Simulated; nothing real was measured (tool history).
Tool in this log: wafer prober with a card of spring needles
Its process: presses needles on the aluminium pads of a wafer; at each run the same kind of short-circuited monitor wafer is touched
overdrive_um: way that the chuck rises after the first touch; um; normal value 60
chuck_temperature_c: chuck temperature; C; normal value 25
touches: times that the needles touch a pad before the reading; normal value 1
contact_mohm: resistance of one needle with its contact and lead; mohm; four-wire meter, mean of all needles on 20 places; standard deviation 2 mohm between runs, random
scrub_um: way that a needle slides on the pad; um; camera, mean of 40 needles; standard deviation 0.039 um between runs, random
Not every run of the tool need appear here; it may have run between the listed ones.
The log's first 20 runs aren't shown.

{"hour": 318.9, "done": "tips cleaned on abrasive film"}
{"run": 21, "hour": 320.8, "overdrive_um": 52, "chuck_temperature_c": 52, "touches": 2, "contact_mohm": 263, "scrub_um": 7.39}
{"hour": 331.8, "done": "tips cleaned on abrasive film"}
{"run": 22, "hour": 332.6, "overdrive_um": 71, "chuck_temperature_c": 49, "touches": 2, "contact_mohm": 229, "scrub_um": 10.22}
{"hour": 344.4, "done": "tips cleaned on abrasive film"}
{"run": 23, "hour": 348.1, "overdrive_um": 60, "chuck_temperature_c": 86, "touches": 1, "contact_mohm": 281, "scrub_um": 8.65}
{"hour": 356.4, "done": "tips cleaned on abrasive film"}
{"run": 24, "hour": 367.3, "overdrive_um": 60, "chuck_temperature_c": 61, "touches": 1, "contact_mohm": 326, "scrub_um": 8.63}
{"hour": 369.5, "done": "tips cleaned on abrasive film"}
{"hour": 382.5, "done": "tips cleaned on abrasive film"}
{"run": 25, "hour": 382.7, "overdrive_um": 76, "chuck_temperature_c": 25, "touches": 1, "contact_mohm": 222, "scrub_um": 11.02}
{"hour": 394.9, "done": "tips cleaned on abrasive film"}
{"run": 26, "hour": 400.3, "overdrive_um": 76, "chuck_temperature_c": 25, "touches": 1, "contact_mohm": 261, "scrub_um": 10.85}
{"hour": 406.7, "done": "tips cleaned on abrasive film"}
{"run": 27, "hour": 411.2, "overdrive_um": 70, "chuck_temperature_c": 25, "touches": 3, "contact_mohm": 235, "scrub_um": 10.02}
{"hour": 418.2, "done": "tips cleaned on abrasive film"}
{"run": 28, "hour": 426.8, "overdrive_um": 49, "chuck_temperature_c": 25, "touches": 3, "contact_mohm": 277, "scrub_um": 6.91}
{"hour": 429.9, "done": "tips cleaned on abrasive film"}
{"hour": 441.9, "done": "tips cleaned on abrasive film"}
{"run": 29, "hour": 446.2, "overdrive_um": 71, "chuck_temperature_c": 25, "touches": 2, "contact_mohm": 240, "scrub_um": 10.11}
{"hour": 455.4, "done": "tips cleaned on abrasive film"}
{"hour": 455.7, "done": "height of the first contact set anew"}
{"hour": 468.2, "done": "tips cleaned on abrasive film"}
{"run": 30, "hour": 468.5, "overdrive_um": 60, "chuck_temperature_c": 25, "touches": 1, "contact_mohm": 239, "scrub_um": 8.82}

Below are 4 alternative next runs, each starting from the tool's condition after run 30. Predict each:
{"hour": 480.7, "done": "tips cleaned on abrasive film"}
{"run": "A", "hour": 488.0, "overdrive_um": 45, "chuck_temperature_c": 25, "touches": 1, "contact_mohm": "?", "scrub_um": "?"}
{"hour": 480.7, "done": "tips cleaned on abrasive film"}
{"run": "B", "hour": 488.0, "overdrive_um": 60, "chuck_temperature_c": 25, "touches": 2, "contact_mohm": "?", "scrub_um": "?"}
{"hour": 480.7, "done": "tips cleaned on abrasive film"}
{"run": "C", "hour": 488.0, "overdrive_um": 42, "chuck_temperature_c": 25, "touches": 1, "contact_mohm": "?", "scrub_um": "?"}
{"hour": 480.7, "done": "tips cleaned on abrasive film"}
{"run": "D", "hour": 488.0, "overdrive_um": 60, "chuck_temperature_c": 25, "touches": 2, "contact_mohm": "?", "scrub_um": "?"}

run=A contact_mohm=377 scrub_um=6.65
run=B contact_mohm=269 scrub_um=8.70
run=C contact_mohm=397 scrub_um=6.19
run=D contact_mohm=271 scrub_um=8.88
Without the tool's unlogged condition, the same runs would have read:
run=A contact_mohm=222 scrub_um=6.67
run=B contact_mohm=213 scrub_um=8.72
run=C contact_mohm=222 scrub_um=6.21
run=D contact_mohm=215 scrub_um=8.90
